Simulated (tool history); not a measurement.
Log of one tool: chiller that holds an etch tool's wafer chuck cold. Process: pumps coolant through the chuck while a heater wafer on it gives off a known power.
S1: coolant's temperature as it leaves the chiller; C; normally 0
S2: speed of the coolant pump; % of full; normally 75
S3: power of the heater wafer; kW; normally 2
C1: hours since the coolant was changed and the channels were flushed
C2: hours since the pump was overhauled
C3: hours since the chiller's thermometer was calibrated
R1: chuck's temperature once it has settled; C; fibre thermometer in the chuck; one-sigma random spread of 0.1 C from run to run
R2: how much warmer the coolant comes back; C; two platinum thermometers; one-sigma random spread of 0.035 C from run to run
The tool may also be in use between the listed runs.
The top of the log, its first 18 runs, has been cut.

run,hour,S1,S2,S3,C1,C2,C3,R1,R2
19,1755.6,3,68,2.64,4138,3472,2407,23,8.18
20,1836.4,3,85,2.843,4219,3553,2488,21.5,7.03
21,1918.3,3,85,2.843,4301,3635,2570,21.6,7
22,1982.8,4,87,2,4365,3699,2635,16.9,4.72
23,2058.6,-3,66,1.864,4441,3775,2711,11.3,5.82
24,2142.6,-4,69,2,4525,3859,2795,11,6.06
# hour 2182: gauge calibrated
25,2205.8,-4,89,1.134,4588,3923,2858,3.1,2.69
26,2276.8,1,73,1.882,4659,3994,2929,14.6,5.54
27,2343.4,1,73,1.882,4726,4060,2995,14.6,5.57
28,2444.7,1,73,1.882,4827,4161,3097,14.5,5.59
29,2567.6,-7,69,2.535,4950,4284,3219,11.8,7.95
30,2679.9,2,90,1.537,5062,4397,3332,11.7,3.61
# hour 2765.5: chiller's thermometer calibrated
31,2785.6,-10,75,2.015,5167,4501,20,4.3,5.86
32,2910.3,0,66,1.299,5292,4626,145,10,4.18

3 ways to go on from here, each from the tool as it stands after run 32. What would each give?
A,3006.2,3,71,1.438,5387,4722,241,?,?
B,3006.2,-4,68,1.299,5387,4722,241,?,?
C,3006.2,-3,63,1.372,5387,4722,241,?,?

run,R1,R2
A,13.4,4.28
B,5.9,3.99
C,7.8,4.67
What these runs would have given with no unlogged condition in the tool:
run,R1,R2
A,13.4,4.37
B,5.9,4.08
C,7.8,4.76

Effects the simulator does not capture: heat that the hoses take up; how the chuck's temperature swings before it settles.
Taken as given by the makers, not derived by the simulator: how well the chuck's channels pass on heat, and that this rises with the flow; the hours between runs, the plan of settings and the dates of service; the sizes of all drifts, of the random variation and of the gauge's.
